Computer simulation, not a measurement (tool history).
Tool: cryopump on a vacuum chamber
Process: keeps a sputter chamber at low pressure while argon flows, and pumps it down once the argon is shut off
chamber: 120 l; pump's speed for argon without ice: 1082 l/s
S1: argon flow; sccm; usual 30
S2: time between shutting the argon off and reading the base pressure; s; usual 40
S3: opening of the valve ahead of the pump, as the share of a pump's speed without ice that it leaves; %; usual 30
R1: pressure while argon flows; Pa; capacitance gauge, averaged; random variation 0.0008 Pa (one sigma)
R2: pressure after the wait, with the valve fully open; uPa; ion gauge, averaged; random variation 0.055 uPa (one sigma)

run   hour  S1  S2  S3      R1    R2
  1    0.0  30  40  30  0.1630  3.61
  2   97.5  30  40  57  0.0895  3.60
  3  149.1  30  40  57  0.0892  3.64
  4  208.8  30  40  57  0.0909  3.60
  5  252.2  30  40  30  0.1655  3.62
  6  309.7  30  40  30  0.1654  3.70
  7  406.5  30  40  30  0.1655  3.57
  8  463.1  30  40  30  0.1655  3.68
  9  550.6  30  40  30  0.1657  3.74

Forecast run 10:
 10  645.6  58  40  30   ?   ?

R1: 0.3216 Pa
R2: 3.72 uPa
Without the tool's hidden state the same run would have given R1 0.3017 Pa, R2 3.46 uPa.
